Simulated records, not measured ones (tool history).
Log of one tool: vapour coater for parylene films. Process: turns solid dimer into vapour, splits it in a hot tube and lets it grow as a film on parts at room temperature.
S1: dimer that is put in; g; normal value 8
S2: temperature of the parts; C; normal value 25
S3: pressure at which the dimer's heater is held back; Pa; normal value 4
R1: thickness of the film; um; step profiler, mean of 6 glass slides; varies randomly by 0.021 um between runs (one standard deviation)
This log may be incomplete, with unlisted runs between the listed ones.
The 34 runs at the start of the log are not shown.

At hour 2008: trap's valve overhauled.
Run 35, hour 2024.3: usual settings but S2 36 C, S3 4.68 Pa. Result: R1 2.72 um.
Run 36, hour 2104.7: usual settings but S2 36 C, S3 4.68 Pa. Result: R1 2.68 um.
Run 37, hour 2159.4: usual settings but S1 5 g, S2 37 C, S3 6.53 Pa. Result: R1 1.51 um.
Run 38, hour 2199.8: usual settings but S1 5 g, S2 37 C, S3 6.53 Pa. Result: R1 1.48 um.
Run 39, hour 2263.4: usual settings but S1 14 g, S2 28 C. Result: R1 5.89 um.
Run 40, hour 2316.4: usual settings but S1 11 g, S3 6.23 Pa. Result: R1 4.49 um.
Run 41, hour 2364.7: usual settings but S1 7 g, S2 33 C, S3 5.56 Pa. Result: R1 2.36 um.
Run 42, hour 2446.2: usual settings but S2 22 C, S3 8.53 Pa. Result: R1 3.25 um.
Run 43, hour 2504.6: usual settings but S1 4 g, S3 3.15 Pa. Result: R1 1.91 um.
Run 44, hour 2577.5: usual settings but S1 5 g, S2 26 C, S3 2.67 Pa. Result: R1 2.39 um.
At hour 2640.3: table's thermometer calibrated.
Run 45, hour 2646.3: usual settings but S1 5 g, S2 26 C, S3 2.67 Pa. Result: R1 2.36 um.
At hour 2680.1: trap's valve overhauled.
Run 46, hour 2720.1: usual settings but S3 2.06 Pa. Result: R1 4.47 um.

Predict each of these 3 candidate next runs independently; none follows another, all start after run 46:
Run A, hour 2801.6: usual settings but S3 2.99 Pa. Result: R1 ?.
Run B, hour 2801.6: usual settings but S1 12 g, S2 35 C, S3 5.68 Pa. Result: R1 ?.
Run C, hour 2801.6: usual settings but S2 34 C, S3 4.7 Pa. Result: R1 ?.

run    R1
  A  4.04
  B  3.99
  C  2.85
The same runs, with their run-to-run variation unchanged, on a tool lacking any hidden condition would have given:
run    R1
  A  4.11
  B  4.07
  C   2.9

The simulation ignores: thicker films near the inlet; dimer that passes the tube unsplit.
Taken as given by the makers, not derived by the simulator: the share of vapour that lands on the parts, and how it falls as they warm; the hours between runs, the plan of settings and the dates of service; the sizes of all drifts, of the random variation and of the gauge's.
